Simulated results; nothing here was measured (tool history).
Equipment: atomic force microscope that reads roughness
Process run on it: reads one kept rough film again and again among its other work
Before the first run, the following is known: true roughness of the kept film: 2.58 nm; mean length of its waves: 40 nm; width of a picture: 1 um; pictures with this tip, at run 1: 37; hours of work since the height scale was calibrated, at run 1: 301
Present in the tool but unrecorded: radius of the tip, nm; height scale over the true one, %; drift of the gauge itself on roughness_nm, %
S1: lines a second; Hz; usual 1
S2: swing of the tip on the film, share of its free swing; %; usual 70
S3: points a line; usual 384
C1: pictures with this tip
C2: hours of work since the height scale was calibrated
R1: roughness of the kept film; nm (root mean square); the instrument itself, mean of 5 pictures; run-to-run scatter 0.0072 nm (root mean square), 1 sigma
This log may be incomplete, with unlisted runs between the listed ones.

run 1 day=0 | S1=1 S2=70 S3=384 | C1=37 C2=301 | R1=2.341
run 2 day=0.238 | S1=3.15 S2=70 S3=384 | C1=49 C2=305 | R1=2.123
run 3 day=0.725 | S1=3.15 S2=70 S3=384 | C1=73 C2=313 | R1=2.126
run 4 day=1.004 | S1=1 S2=66 S3=384 | C1=86 C2=318 | R1=2.37
-- day=1.475 new tip fitted
run 5 day=1.496 | S1=1 S2=66 S3=384 | C1=1 C2=326 | R1=2.371
run 6 day=1.967 | S1=0.92 S2=70 S3=384 | C1=24 C2=334 | R1=2.346
run 7 day=2.483 | S1=0.92 S2=70 S3=384 | C1=49 C2=343 | R1=2.351
run 8 day=2.946 | S1=2.42 S2=70 S3=384 | C1=71 C2=351 | R1=2.2
run 9 day=3.417 | S1=2.42 S2=69 S3=384 | C1=94 C2=359 | R1=2.206
-- day=3.717 new tip fitted
run 10 day=3.871 | S1=2.42 S2=69 S3=384 | C1=7 C2=366 | R1=2.216
run 11 day=4.179 | S1=1 S2=57 S3=384 | C1=22 C2=371 | R1=2.418
run 12 day=4.421 | S1=1 S2=70 S3=470 | C1=34 C2=376 | R1=2.337
run 13 day=4.708 | S1=1 S2=61 S3=470 | C1=48 C2=380 | R1=2.385
run 14 day=5.033 | S1=2.55 S2=57 S3=470 | C1=64 C2=386 | R1=2.319
run 15 day=5.554 | S1=2.2 S2=76 S3=349 | C1=89 C2=395 | R1=2.141
-- day=5.975 new tip fitted
run 16 day=6.038 | S1=1.65 S2=70 S3=918 | C1=3 C2=403 | R1=2.276
run 17 day=6.512 | S1=1.65 S2=70 S3=918 | C1=26 C2=411 | R1=2.275

What does the tool deliver on the next run?
run 18 day=6.754 | S1=1 S2=70 S3=698 | C1=38 C2=415 | R1=?

{"run 18": {"R1": 2.346}}
Minus the tool's unlogged condition, the same run would have read R1 2.348 nm (root mean square).
